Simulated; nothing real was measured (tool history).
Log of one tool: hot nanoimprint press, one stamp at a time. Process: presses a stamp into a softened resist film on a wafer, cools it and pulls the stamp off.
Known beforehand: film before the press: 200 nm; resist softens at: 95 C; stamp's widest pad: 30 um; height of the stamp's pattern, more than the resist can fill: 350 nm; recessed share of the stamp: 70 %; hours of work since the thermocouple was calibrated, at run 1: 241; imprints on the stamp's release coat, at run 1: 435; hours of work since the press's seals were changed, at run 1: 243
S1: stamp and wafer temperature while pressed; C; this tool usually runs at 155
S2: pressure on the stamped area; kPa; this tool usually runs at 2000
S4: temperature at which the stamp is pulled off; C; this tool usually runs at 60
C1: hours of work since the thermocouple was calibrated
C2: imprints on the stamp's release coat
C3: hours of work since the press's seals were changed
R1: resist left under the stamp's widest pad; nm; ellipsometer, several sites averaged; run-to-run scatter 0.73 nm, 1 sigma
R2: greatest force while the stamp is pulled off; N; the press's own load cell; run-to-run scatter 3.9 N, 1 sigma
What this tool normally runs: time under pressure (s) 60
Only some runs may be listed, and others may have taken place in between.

run 1 hour=0.0 | S1=155 S2=2000 time_under_pressure_(s)=60 S4=60 | C1=241 C2=435 C3=243 | R1=112.3 R2=211
run 2 hour=15.8 | S1=155 S2=2000 time_under_pressure_(s)=60 S4=60 | C1=247 C2=466 C3=250 | R1=110.9 R2=216
run 3 hour=37.5 | S1=155 S2=2000 time_under_pressure_(s)=60 S4=60 | C1=256 C2=509 C3=259 | R1=112.6 R2=223
run 4 hour=65.5 | S1=155 S2=2000 time_under_pressure_(s)=60 S4=60 | C1=267 C2=564 C3=270 | R1=113.3 R2=229
run 5 hour=90.1 | S1=155 S2=2000 time_under_pressure_(s)=60 S4=60 | C1=277 C2=612 C3=280 | R1=112.5 R2=223
run 6 hour=118.5 | S1=161 S2=2000 time_under_pressure_(s)=60 S4=60 | C1=289 C2=668 C3=292 | R1=88.9 R2=222
run 7 hour=134.2 | S1=155 S2=2000 time_under_pressure_(s)=75 S4=60 | C1=295 C2=699 C3=298 | R1=105.6 R2=237
run 8 hour=168.1 | S1=155 S2=2000 time_under_pressure_(s)=75 S4=60 | C1=309 C2=765 C3=312 | R1=104.7 R2=235
run 9 hour=187.7 | S1=155 S2=2990 time_under_pressure_(s)=60 S4=60 | C1=317 C2=804 C3=320 | R1=93.3 R2=233
run 10 hour=208.4 | S1=155 S2=2990 time_under_pressure_(s)=60 S4=60 | C1=326 C2=845 C3=328 | R1=92.0 R2=248
run 11 hour=226.0 | S1=155 S2=2990 time_under_pressure_(s)=60 S4=60 | C1=333 C2=879 C3=336 | R1=93.3 R2=242
run 12 hour=250.1 | S1=155 S2=2990 time_under_pressure_(s)=60 S4=60 | C1=343 C2=926 C3=345 | R1=93.8 R2=238
-- hour=256.3 plate thermocouple calibrated
run 13 hour=274.4 | S1=155 S2=2000 time_under_pressure_(s)=60 S4=60 | C1=7 C2=968 C3=354 | R1=119.1 R2=269
-- hour=293.1 stamp cleaned and given a new release coat
run 14 hour=296.4 | S1=155 S2=2000 time_under_pressure_(s)=60 S4=60 | C1=14 C2=7 C3=361 | R1=118.5 R2=194
run 15 hour=321.3 | S1=155 S2=2000 time_under_pressure_(s)=35 S4=60 | C1=24 C2=56 C3=371 | R1=135.8 R2=197
run 16 hour=346.5 | S1=147 S2=2180 time_under_pressure_(s)=65 S4=61 | C1=34 C2=105 C3=381 | R1=147.9 R2=198
run 17 hour=364.4 | S1=155 S2=1840 time_under_pressure_(s)=36 S4=67 | C1=42 C2=140 C3=388 | R1=140.6 R2=192
-- hour=385.1 plate thermocouple calibrated, once more
run 18 hour=397.2 | S1=155 S2=1840 time_under_pressure_(s)=94 S4=50 | C1=5 C2=199 C3=400 | R1=99.7 R2=222
run 19 hour=416.1 | S1=166 S2=1610 time_under_pressure_(s)=42 S4=57 | C1=13 C2=236 C3=408 | R1=90.1 R2=211
run 20 hour=445.7 | S1=150 S2=1270 time_under_pressure_(s)=60 S4=60 | C1=25 C2=294 C3=420 | R1=155.3 R2=206
run 21 hour=464.3 | S1=150 S2=1270 time_under_pressure_(s)=60 S4=60 | C1=32 C2=330 C3=428 | R1=155.9 R2=208
run 22 hour=479.2 | S1=155 S2=2390 time_under_pressure_(s)=60 S4=54 | C1=38 C2=360 C3=434 | R1=101.5 R2=230
run 23 hour=499.7 | S1=155 S2=1470 time_under_pressure_(s)=60 S4=60 | C1=47 C2=400 C3=442 | R1=125.1 R2=216
run 24 hour=521.4 | S1=154 S2=2070 time_under_pressure_(s)=97 S4=51 | C1=56 C2=443 C3=451 | R1=96.7 R2=241
run 25 hour=542.8 | S1=155 S2=2000 time_under_pressure_(s)=60 S4=67 | C1=64 C2=485 C3=460 | R1=110.4 R2=206
run 26 hour=557.9 | S1=162 S2=1770 time_under_pressure_(s)=60 S4=60 | C1=71 C2=514 C3=466 | R1=88.9 R2=215
run 27 hour=588.8 | S1=162 S2=1770 time_under_pressure_(s)=60 S4=60 | C1=83 C2=575 C3=479 | R1=88.8 R2=225
run 28 hour=603.5 | S1=162 S2=1770 time_under_pressure_(s)=60 S4=60 | C1=89 C2=604 C3=485 | R1=88.7 R2=233
run 29 hour=623.0 | S1=162 S2=1510 time_under_pressure_(s)=60 S4=49 | C1=97 C2=642 C3=493 | R1=95.9 R2=262
run 30 hour=646.2 | S1=159 S2=2690 time_under_pressure_(s)=71 S4=54 | C1=107 C2=688 C3=502 | R1=76.9 R2=248

Measured less the same run without the tool's hidden state. The same run-to-run variation is in both; the gauge's scatter may not be:
The hidden state here: true temperature over the reading, C; pressure that arrives at the usual setting, %; grip of the stamp's worn release coat, % over a new coat's; drift of the gauge itself on residual_nm, %; drift of the gauge itself on pull_off_n, %.
run=1 R1=+4.7 R2=+28
run=2 R1=+4.6 R2=+30
run=3 R1=+4.8 R2=+34
run=4 R1=+5.0 R2=+38
run=5 R1=+5.1 R2=+40
run=6 R1=+4.4 R2=+42
run=7 R1=+5.3 R2=+46
run=8 R1=+5.5 R2=+49
run=9 R1=+5.6 R2=+52
run=10 R1=+5.7 R2=+56
run=11 R1=+5.9 R2=+57
run=12 R1=+6.1 R2=+59
run=13 R1=+10.0 R2=+70
run=14 R1=+10.0 R2=+5
run=15 R1=+10.1 R2=+8
run=16 R1=+11.0 R2=+11
run=17 R1=+10.2 R2=+13
run=18 R1=+1.8 R2=+14
run=19 R1=+1.6 R2=+15
run=20 R1=+1.7 R2=+18
run=21 R1=+1.8 R2=+20
run=22 R1=+2.7 R2=+25
run=23 R1=+2.3 R2=+25
run=24 R1=+2.7 R2=+31
run=25 R1=+2.9 R2=+29
run=26 R1=+2.5 R2=+31
run=27 R1=+2.5 R2=+36
run=28 R1=+2.6 R2=+39
run=29 R1=+2.7 R2=+47
run=30 R1=+3.2 R2=+47
